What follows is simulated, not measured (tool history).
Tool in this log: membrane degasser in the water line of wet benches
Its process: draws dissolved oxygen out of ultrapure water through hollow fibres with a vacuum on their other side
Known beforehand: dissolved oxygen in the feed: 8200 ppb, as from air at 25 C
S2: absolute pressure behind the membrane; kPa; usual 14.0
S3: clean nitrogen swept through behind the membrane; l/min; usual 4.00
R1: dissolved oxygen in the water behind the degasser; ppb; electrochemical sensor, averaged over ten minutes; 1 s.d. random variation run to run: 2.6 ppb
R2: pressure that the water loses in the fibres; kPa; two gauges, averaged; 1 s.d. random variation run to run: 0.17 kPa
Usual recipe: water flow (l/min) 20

run 1 hour=0.0 | water_flow_(l/min)=20 S2=14.0 S3=4.00 | R1=260.2 R2=27.46
run 2 hour=167.5 | water_flow_(l/min)=20 S2=14.0 S3=4.00 | R1=258.6 R2=27.44
run 3 hour=247.7 | water_flow_(l/min)=20 S2=14.0 S3=4.00 | R1=256.7 R2=27.69
run 4 hour=388.8 | water_flow_(l/min)=20 S2=14.0 S3=4.00 | R1=259.1 R2=27.19
run 5 hour=564.3 | water_flow_(l/min)=20 S2=14.0 S3=4.00 | R1=256.8 R2=27.74
run 6 hour=719.3 | water_flow_(l/min)=20 S2=14.0 S3=4.00 | R1=259.9 R2=27.18
run 7 hour=801.2 | water_flow_(l/min)=20 S2=14.0 S3=3.58 | R1=272.8 R2=27.71
run 8 hour=985.2 | water_flow_(l/min)=20 S2=14.0 S3=3.58 | R1=283.8 R2=27.72
run 9 hour=1097.8 | water_flow_(l/min)=20 S2=14.0 S3=3.58 | R1=276.5 R2=27.69
-- hour=1109.4 vacuum gauge calibrated
run 10 hour=1213.7 | water_flow_(l/min)=20 S2=14.0 S3=3.58 | R1=272.4 R2=27.50
run 11 hour=1305.2 | water_flow_(l/min)=20 S2=14.0 S3=3.58 | R1=284.0 R2=27.59
run 12 hour=1384.2 | water_flow_(l/min)=20 S2=14.0 S3=1.70 | R1=424.1 R2=27.50
run 13 hour=1501.9 | water_flow_(l/min)=20 S2=14.0 S3=4.00 | R1=265.4 R2=27.92
run 14 hour=1665.0 | water_flow_(l/min)=20 S2=14.0 S3=4.00 | R1=265.5 R2=27.68
run 15 hour=1797.1 | water_flow_(l/min)=20 S2=28.9 S3=8.48 | R1=279.2 R2=27.93
run 16 hour=1906.8 | water_flow_(l/min)=13 S2=19.2 S3=3.50 | R1=188.5 R2=18.30
run 17 hour=2049.7 | water_flow_(l/min)=19 S2=20.8 S3=4.41 | R1=303.0 R2=26.56
-- hour=2192.8 vacuum gauge calibrated, once more
run 18 hour=2226.4 | water_flow_(l/min)=19 S2=26.9 S3=9.68 | R1=234.1 R2=26.39
run 19 hour=2406.4 | water_flow_(l/min)=31 S2=23.9 S3=8.50 | R1=518.1 R2=43.57
run 20 hour=2484.0 | water_flow_(l/min)=31 S2=23.9 S3=8.50 | R1=514.6 R2=43.65
run 21 hour=2582.2 | water_flow_(l/min)=27 S2=24.0 S3=8.50 | R1=418.4 R2=37.73
run 22 hour=2762.7 | water_flow_(l/min)=19 S2=26.8 S3=4.00 | R1=381.8 R2=26.03
run 23 hour=2863.5 | water_flow_(l/min)=19 S2=26.8 S3=4.00 | R1=387.2 R2=26.71
run 24 hour=3024.4 | water_flow_(l/min)=22 S2=10.5 S3=2.45 | R1=323.4 R2=30.81
run 25 hour=3135.4 | water_flow_(l/min)=14 S2=9.1 S3=4.00 | R1=108.2 R2=19.65
run 26 hour=3288.6 | water_flow_(l/min)=14 S2=9.1 S3=4.00 | R1=105.6 R2=19.53
run 27 hour=3458.7 | water_flow_(l/min)=20 S2=14.0 S3=5.67 | R1=231.9 R2=27.92

Below are 5 alternative next runs, each starting from the tool's condition after run 27. Predict each:
run A hour=3582.9 | water_flow_(l/min)=22 S2=14.0 S3=4.24 | R1=? R2=?
run B hour=3582.9 | water_flow_(l/min)=20 S2=15.6 S3=5.67 | R1=? R2=?
run C hour=3582.9 | water_flow_(l/min)=20 S2=9.5 S3=4.00 | R1=? R2=?
run D hour=3582.9 | water_flow_(l/min)=20 S2=33.7 S3=4.00 | R1=? R2=?
run E hour=3582.9 | water_flow_(l/min)=20 S2=28.2 S3=2.31 | R1=? R2=?

run=A R1=312.8 R2=31.11
run=B R1=248.3 R2=27.99
run=C R1=218.2 R2=28.02
run=D R1=491.1 R2=28.46
run=E R1=620.7 R2=28.21
Without the tool's hidden state the same runs would have given:
run=A R1=297.5 R2=30.46
run=B R1=235.3 R2=27.40
run=C R1=205.5 R2=27.43
run=D R1=476.0 R2=27.87
run=E R1=605.0 R2=27.62
